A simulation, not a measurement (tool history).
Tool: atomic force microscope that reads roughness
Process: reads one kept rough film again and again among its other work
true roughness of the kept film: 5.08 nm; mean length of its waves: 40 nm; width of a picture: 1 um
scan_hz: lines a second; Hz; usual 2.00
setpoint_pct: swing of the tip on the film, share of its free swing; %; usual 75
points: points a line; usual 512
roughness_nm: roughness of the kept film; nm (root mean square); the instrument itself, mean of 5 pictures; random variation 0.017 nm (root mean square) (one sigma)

{"run": 1, "hour": 0.0, "scan_hz": 2.0, "setpoint_pct": 75, "points": 512, "roughness_nm": 3.304}
{"run": 2, "hour": 10.6, "scan_hz": 2.0, "setpoint_pct": 75, "points": 512, "roughness_nm": 3.23}
{"hour": 15.5, "done": "new tip fitted"}
{"run": 3, "hour": 21.1, "scan_hz": 2.0, "setpoint_pct": 75, "points": 512, "roughness_nm": 3.867}
{"run": 4, "hour": 32.1, "scan_hz": 2.0, "setpoint_pct": 75, "points": 512, "roughness_nm": 3.793}
{"run": 5, "hour": 45.2, "scan_hz": 2.0, "setpoint_pct": 75, "points": 512, "roughness_nm": 3.659}
{"run": 6, "hour": 54.1, "scan_hz": 2.0, "setpoint_pct": 75, "points": 605, "roughness_nm": 3.566}
{"run": 7, "hour": 64.3, "scan_hz": 2.0, "setpoint_pct": 79, "points": 512, "roughness_nm": 3.416}
{"run": 8, "hour": 72.4, "scan_hz": 2.0, "setpoint_pct": 79, "points": 512, "roughness_nm": 3.34}
{"run": 9, "hour": 78.7, "scan_hz": 2.0, "setpoint_pct": 75, "points": 512, "roughness_nm": 3.391}
{"run": 10, "hour": 84.7, "scan_hz": 2.0, "setpoint_pct": 65, "points": 512, "roughness_nm": 3.502}
{"run": 11, "hour": 95.5, "scan_hz": 3.31, "setpoint_pct": 75, "points": 512, "roughness_nm": 3.039}
{"run": 12, "hour": 106.9, "scan_hz": 3.31, "setpoint_pct": 75, "points": 512, "roughness_nm": 2.986}
{"run": 13, "hour": 114.8, "scan_hz": 3.31, "setpoint_pct": 75, "points": 512, "roughness_nm": 2.923}
{"hour": 121.9, "done": "new tip fitted"}
{"run": 14, "hour": 128.9, "scan_hz": 2.0, "setpoint_pct": 75, "points": 332, "roughness_nm": 3.889}
{"run": 15, "hour": 134.8, "scan_hz": 2.0, "setpoint_pct": 75, "points": 418, "roughness_nm": 3.84}
{"run": 16, "hour": 144.9, "scan_hz": 2.0, "setpoint_pct": 75, "points": 418, "roughness_nm": 3.779}
{"run": 17, "hour": 152.4, "scan_hz": 2.0, "setpoint_pct": 75, "points": 418, "roughness_nm": 3.686}
{"run": 18, "hour": 162.3, "scan_hz": 0.59, "setpoint_pct": 75, "points": 512, "roughness_nm": 3.942}
{"run": 19, "hour": 174.1, "scan_hz": 0.59, "setpoint_pct": 75, "points": 512, "roughness_nm": 3.822}
{"run": 20, "hour": 186.2, "scan_hz": 0.59, "setpoint_pct": 75, "points": 512, "roughness_nm": 3.744}
{"run": 21, "hour": 195.7, "scan_hz": 0.59, "setpoint_pct": 75, "points": 512, "roughness_nm": 3.663}
{"run": 22, "hour": 207.7, "scan_hz": 2.0, "setpoint_pct": 75, "points": 512, "roughness_nm": 3.305}
{"run": 23, "hour": 214.5, "scan_hz": 2.0, "setpoint_pct": 75, "points": 512, "roughness_nm": 3.258}
{"run": 24, "hour": 225.2, "scan_hz": 2.0, "setpoint_pct": 75, "points": 512, "roughness_nm": 3.193}
{"hour": 227.7, "done": "new tip fitted"}
{"run": 25, "hour": 234.1, "scan_hz": 0.52, "setpoint_pct": 75, "points": 512, "roughness_nm": 4.282}
{"run": 26, "hour": 241.5, "scan_hz": 2.33, "setpoint_pct": 60, "points": 428, "roughness_nm": 4.091}
{"run": 27, "hour": 249.2, "scan_hz": 2.33, "setpoint_pct": 60, "points": 428, "roughness_nm": 3.993}
{"run": 28, "hour": 256.9, "scan_hz": 2.33, "setpoint_pct": 60, "points": 428, "roughness_nm": 3.902}
{"run": 29, "hour": 264.0, "scan_hz": 0.52, "setpoint_pct": 55, "points": 552, "roughness_nm": 4.082}
{"run": 30, "hour": 273.1, "scan_hz": 0.52, "setpoint_pct": 55, "points": 552, "roughness_nm": 3.967}
{"run": 31, "hour": 284.3, "scan_hz": 2.83, "setpoint_pct": 59, "points": 448, "roughness_nm": 3.675}
{"run": 32, "hour": 295.3, "scan_hz": 2.17, "setpoint_pct": 59, "points": 821, "roughness_nm": 3.619}
{"run": 33, "hour": 301.0, "scan_hz": 1.14, "setpoint_pct": 75, "points": 589, "roughness_nm": 3.481}
{"run": 34, "hour": 312.1, "scan_hz": 1.14, "setpoint_pct": 68, "points": 330, "roughness_nm": 3.493}
{"run": 35, "hour": 322.0, "scan_hz": 0.61, "setpoint_pct": 72, "points": 420, "roughness_nm": 3.505}
{"hour": 333.4, "done": "new tip fitted"}
{"run": 36, "hour": 334.0, "scan_hz": 0.6, "setpoint_pct": 65, "points": 673, "roughness_nm": 4.362}
{"run": 37, "hour": 342.2, "scan_hz": 2.47, "setpoint_pct": 75, "points": 337, "roughness_nm": 3.787}

The next listed run, before its measurement:
{"run": 38, "hour": 355.2, "scan_hz": 2.0, "setpoint_pct": 75, "points": 271, "roughness_nm": "?"}

{"run 38": {"roughness_nm": 3.735}}
Without the tool's hidden state the same run would have given roughness_nm 3.999 nm (root mean square).
